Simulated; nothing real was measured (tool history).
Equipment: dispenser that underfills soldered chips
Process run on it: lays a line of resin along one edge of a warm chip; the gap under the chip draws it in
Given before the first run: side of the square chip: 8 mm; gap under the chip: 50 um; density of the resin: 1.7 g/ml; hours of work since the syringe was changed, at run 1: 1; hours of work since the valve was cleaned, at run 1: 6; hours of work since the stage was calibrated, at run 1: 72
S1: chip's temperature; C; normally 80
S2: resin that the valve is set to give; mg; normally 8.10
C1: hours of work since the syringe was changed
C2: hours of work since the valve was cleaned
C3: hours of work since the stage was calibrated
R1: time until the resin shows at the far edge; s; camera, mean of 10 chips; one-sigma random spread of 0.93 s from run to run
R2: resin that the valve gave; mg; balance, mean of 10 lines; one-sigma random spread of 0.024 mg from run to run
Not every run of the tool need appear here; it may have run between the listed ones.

| run | hour | S1 | S2 | C1 | C2 | C3 | R1 | R2 |
|---|---|---|---|---|---|---|---|---|
| 1 | 0.0 | 80 | 8.10 | 1 | 6 | 72 | 94.6 | 8.08 |
|  | 7.0 | new syringe of resin |
| 2 | 13.5 | 80 | 8.10 | 4 | 14 | 80 | 119.9 | 8.07 |
|  | 16.2 | new syringe of resin |
| 3 | 20.0 | 80 | 8.10 | 2 | 18 | 84 | 105.2 | 8.04 |
|  | 25.3 | new syringe of resin |
| 4 | 31.6 | 80 | 8.10 | 4 | 25 | 91 | 120.0 | 8.08 |
|  | 34.7 | new syringe of resin |
| 5 | 37.7 | 80 | 8.16 | 2 | 29 | 95 | 102.4 | 8.10 |
|  | 43.5 | new syringe of resin |
| 6 | 49.6 | 80 | 8.16 | 4 | 36 | 102 | 118.0 | 8.08 |
|  | 52.6 | new syringe of resin |
|  | 61.8 | new syringe of resin |
| 7 | 63.0 | 80 | 8.16 | 1 | 44 | 110 | 89.8 | 8.04 |
| 8 | 69.9 | 80 | 8.16 | 5 | 48 | 114 | 125.3 | 8.09 |
|  | 70.7 | new syringe of resin |
|  | 79.5 | new syringe of resin |
| 9 | 79.7 | 80 | 8.16 | 0 | 54 | 120 | 88.4 | 8.07 |
|  | 88.5 | new syringe of resin |
| 10 | 88.8 | 66 | 8.52 | 0 | 59 | 125 | 166.8 | 8.37 |
|  | 97.4 | new syringe of resin |
| 11 | 99.8 | 85 | 7.82 | 1 | 66 | 132 | 77.4 | 7.64 |

Forecast run 12:
|  | 106.2 | new syringe of resin |
| 12 | 107.4 | 85 | 7.82 | 1 | 70 | 136 | ? | ? |

R1: 74.4 s
R2: 7.64 mg
With the hidden condition absent and the run-to-run variation left alone, this run would have shown R1 71.1 s, R2 7.81 mg.
